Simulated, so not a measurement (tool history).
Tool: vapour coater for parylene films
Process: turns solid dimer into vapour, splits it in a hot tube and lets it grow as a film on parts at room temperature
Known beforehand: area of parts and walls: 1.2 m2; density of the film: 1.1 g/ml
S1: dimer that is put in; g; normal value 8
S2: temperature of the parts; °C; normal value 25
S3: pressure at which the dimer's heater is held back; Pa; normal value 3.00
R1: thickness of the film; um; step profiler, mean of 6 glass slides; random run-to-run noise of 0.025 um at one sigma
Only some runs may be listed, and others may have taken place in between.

{"run": 1, "hour": 0.0, "S1": 8, "S2": 25, "S3": 3.0, "R1": 3.04}
{"run": 2, "hour": 19.2, "S1": 8, "S2": 25, "S3": 3.0, "R1": 3.04}
{"run": 3, "hour": 41.9, "S1": 8, "S2": 25, "S3": 3.0, "R1": 2.98}
{"run": 4, "hour": 78.0, "S1": 8, "S2": 25, "S3": 3.0, "R1": 2.97}
{"hour": 116.9, "done": "trap's valve overhauled"}
{"run": 5, "hour": 124.0, "S1": 6, "S2": 25, "S3": 3.0, "R1": 2.22}
{"run": 6, "hour": 166.0, "S1": 6, "S2": 25, "S3": 3.0, "R1": 2.13}
{"run": 7, "hour": 186.7, "S1": 6, "S2": 25, "S3": 3.0, "R1": 2.14}
{"run": 8, "hour": 212.6, "S1": 8, "S2": 24, "S3": 3.0, "R1": 2.98}
{"hour": 222.5, "done": "trap's valve overhauled, once more"}
{"run": 9, "hour": 251.2, "S1": 8, "S2": 24, "S3": 3.0, "R1": 3.35}
{"run": 10, "hour": 268.9, "S1": 8, "S2": 24, "S3": 3.0, "R1": 3.33}
{"run": 11, "hour": 308.7, "S1": 8, "S2": 25, "S3": 2.88, "R1": 3.21}
{"run": 12, "hour": 342.4, "S1": 8, "S2": 25, "S3": 2.88, "R1": 3.21}
{"run": 13, "hour": 383.6, "S1": 8, "S2": 32, "S3": 3.0, "R1": 2.59}
{"run": 14, "hour": 419.9, "S1": 8, "S2": 25, "S3": 2.76, "R1": 3.22}
{"run": 15, "hour": 448.7, "S1": 8, "S2": 25, "S3": 2.76, "R1": 3.16}
{"run": 16, "hour": 470.7, "S1": 8, "S2": 25, "S3": 2.76, "R1": 3.15}
{"run": 17, "hour": 506.9, "S1": 8, "S2": 25, "S3": 2.76, "R1": 3.18}
{"run": 18, "hour": 537.2, "S1": 8, "S2": 20, "S3": 3.0, "R1": 3.66}
{"run": 19, "hour": 577.2, "S1": 8, "S2": 25, "S3": 3.0, "R1": 3.09}
{"run": 20, "hour": 615.3, "S1": 8, "S2": 25, "S3": 3.0, "R1": 3.07}
{"run": 21, "hour": 644.5, "S1": 7, "S2": 25, "S3": 3.0, "R1": 2.65}
{"run": 22, "hour": 679.9, "S1": 7, "S2": 25, "S3": 3.0, "R1": 2.68}
{"run": 23, "hour": 697.9, "S1": 7, "S2": 17, "S3": 3.0, "R1": 3.4}
{"run": 24, "hour": 732.8, "S1": 7, "S2": 17, "S3": 3.0, "R1": 3.37}
{"run": 25, "hour": 765.5, "S1": 3, "S2": 27, "S3": 4.37, "R1": 1.01}
{"run": 26, "hour": 785.9, "S1": 8, "S2": 32, "S3": 10.52, "R1": 2.17}
{"run": 27, "hour": 812.3, "S1": 8, "S2": 32, "S3": 10.52, "R1": 2.19}
{"hour": 824.4, "done": "trap's valve overhauled"}
{"run": 28, "hour": 835.3, "S1": 5, "S2": 25, "S3": 3.42, "R1": 1.99}
{"run": 29, "hour": 853.4, "S1": 5, "S2": 25, "S3": 3.42, "R1": 2.01}
{"run": 30, "hour": 889.0, "S1": 7, "S2": 25, "S3": 3.0, "R1": 2.81}
{"run": 31, "hour": 929.9, "S1": 7, "S2": 25, "S3": 8.69, "R1": 2.57}
{"run": 32, "hour": 955.3, "S1": 7, "S2": 29, "S3": 8.37, "R1": 2.29}
{"run": 33, "hour": 997.1, "S1": 7, "S2": 29, "S3": 8.37, "R1": 2.29}
{"run": 34, "hour": 1029.8, "S1": 7, "S2": 23, "S3": 8.37, "R1": 2.72}
{"run": 35, "hour": 1048.4, "S1": 7, "S2": 23, "S3": 8.37, "R1": 2.7}
{"run": 36, "hour": 1074.6, "S1": 7, "S2": 25, "S3": 7.45, "R1": 2.57}
{"run": 37, "hour": 1111.6, "S1": 7, "S2": 25, "S3": 7.45, "R1": 2.6}
{"run": 38, "hour": 1133.1, "S1": 7, "S2": 25, "S3": 4.04, "R1": 2.65}
{"run": 39, "hour": 1162.3, "S1": 4, "S2": 30, "S3": 2.68, "R1": 1.35}
{"run": 40, "hour": 1182.1, "S1": 3, "S2": 24, "S3": 4.64, "R1": 1.18}
{"run": 41, "hour": 1199.5, "S1": 3, "S2": 24, "S3": 4.64, "R1": 1.14}
{"run": 42, "hour": 1218.0, "S1": 14, "S2": 30, "S3": 8.83, "R1": 4.26}
{"run": 43, "hour": 1249.9, "S1": 10, "S2": 26, "S3": 4.29, "R1": 3.65}

Branching from run 43: 3 alternative next runs. What would each branch give?
{"run": "A", "hour": 1270.9, "S1": 6, "S2": 19, "S3": 4.29, "R1": "?"}
{"run": "B", "hour": 1270.9, "S1": 6, "S2": 25, "S3": 7.59, "R1": "?"}
{"run": "C", "hour": 1270.9, "S1": 4, "S2": 27, "S3": 4.29, "R1": "?"}

run=A R1=2.68
run=B R1=2.13
run=C R1=1.42
What these runs would have given with no unlogged condition in the tool:
run=A R1=2.91
run=B R1=2.31
run=C R1=1.54

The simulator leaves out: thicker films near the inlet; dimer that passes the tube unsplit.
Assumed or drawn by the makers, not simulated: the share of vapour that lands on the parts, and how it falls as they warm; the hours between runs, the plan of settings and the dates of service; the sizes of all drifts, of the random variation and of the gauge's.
